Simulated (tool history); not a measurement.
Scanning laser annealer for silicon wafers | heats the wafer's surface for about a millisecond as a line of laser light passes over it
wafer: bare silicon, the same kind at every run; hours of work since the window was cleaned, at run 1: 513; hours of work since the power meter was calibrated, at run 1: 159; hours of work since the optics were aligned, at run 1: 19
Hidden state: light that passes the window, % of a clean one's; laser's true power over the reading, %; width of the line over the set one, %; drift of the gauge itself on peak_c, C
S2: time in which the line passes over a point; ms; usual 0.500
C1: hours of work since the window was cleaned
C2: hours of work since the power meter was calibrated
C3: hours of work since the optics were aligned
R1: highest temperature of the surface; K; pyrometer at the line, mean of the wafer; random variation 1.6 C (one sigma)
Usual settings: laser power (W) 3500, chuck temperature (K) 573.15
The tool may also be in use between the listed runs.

Run 1, hour 0.0: usual settings; C1 513; C2 159; C3 19. Result: R1 1367.15 K.
Run 2, hour 9.0: usual settings; C1 518; C2 164; C3 25. Result: R1 1367.15 K.
Run 3, hour 14.0: usual settings; C1 522; C2 167; C3 28. Result: R1 1367.15 K.
Run 4, hour 23.5: usual settings; C1 528; C2 173; C3 34. Result: R1 1367.15 K.
Run 5, hour 32.9: usual settings; C1 533; C2 179; C3 40. Result: R1 1367.15 K.
Run 6, hour 39.9: usual settings; C1 538; C2 184; C3 44. Result: R1 1367.15 K.
Run 7, hour 46.9: usual settings; C1 542; C2 188; C3 49. Result: R1 1368.15 K.
Run 8, hour 56.9: usual settings; C1 548; C2 194; C3 55. Result: R1 1367.15 K.
Run 9, hour 61.5: usual settings; C1 551; C2 197; C3 58. Result: R1 1364.15 K.
Run 10, hour 70.8: usual settings but laser power (W) 3197; C1 557; C2 203; C3 64. Result: R1 1297.15 K.
Run 11, hour 75.2: usual settings but laser power (W) 3197; C1 560; C2 206; C3 66. Result: R1 1297.15 K.
Run 12, hour 79.9: usual settings but laser power (W) 3197; C1 563; C2 209; C3 69. Result: R1 1301.15 K.
Run 13, hour 88.0: usual settings but laser power (W) 3651, S2 0.574 ms, chuck temperature (K) 577.15; C1 568; C2 214; C3 74. Result: R1 1474.15 K.
Run 14, hour 94.9: usual settings but S2 0.401 ms; C1 572; C2 218; C3 79. Result: R1 1267.15 K.
Run 15, hour 99.4: usual settings but laser power (W) 2999, S2 0.609 ms, chuck temperature (K) 568.15; C1 575; C2 221; C3 81. Result: R1 1335.15 K.
Run 16, hour 108.1: usual settings but laser power (W) 2999, S2 0.609 ms, chuck temperature (K) 568.15; C1 580; C2 226; C3 87. Result: R1 1333.15 K.
Run 17, hour 113.9: usual settings but chuck temperature (K) 591.15; C1 584; C2 230; C3 90. Result: R1 1387.15 K.
Run 18, hour 123.3: usual settings but chuck temperature (K) 591.15; C1 590; C2 236; C3 96. Result: R1 1383.15 K.
Run 19, hour 132.0: usual settings but laser power (W) 3842, S2 0.394 ms, chuck temperature (K) 577.15; C1 595; C2 241; C3 102. Result: R1 1331.15 K.
Run 20, hour 138.7: usual settings but laser power (W) 3515, S2 0.394 ms, chuck temperature (K) 560.15; C1 600; C2 245; C3 106. Result: R1 1250.15 K.
Run 21, hour 147.4: usual settings but laser power (W) 3224, S2 0.394 ms, chuck temperature (K) 570.15; C1 605; C2 251; C3 111. Result: R1 1204.15 K.
Run 22, hour 155.5: usual settings but chuck temperature (K) 607.15; C1 610; C2 256; C3 117. Result: R1 1396.15 K.
Run 23, hour 165.4: usual settings but chuck temperature (K) 607.15; C1 616; C2 262; C3 123. Result: R1 1398.15 K.

Forecast each of these 4 alternatives for the next run:
Run A, hour 170.6: usual settings but chuck temperature (K) 536.15; C1 619; C2 265; C3 126. Result: R1 ?.
Run B, hour 170.6: usual settings but laser power (W) 3462, S2 0.471 ms, chuck temperature (K) 546.15; C1 619; C2 265; C3 126. Result: R1 ?.
Run C, hour 170.6: usual settings but laser power (W) 3143, S2 0.596 ms; C1 619; C2 265; C3 126. Result: R1 ?.
Run D, hour 170.6: usual settings but laser power (W) 3486, chuck temperature (K) 536.15; C1 619; C2 265; C3 126. Result: R1 ?.

run       R1
  A  1327.15
  B  1299.15
  C  1363.15
  D  1321.15
Without the tool's hidden state the same runs would have given:
run       R1
  A  1359.15
  B  1330.15
  C  1395.15
  D  1352.15
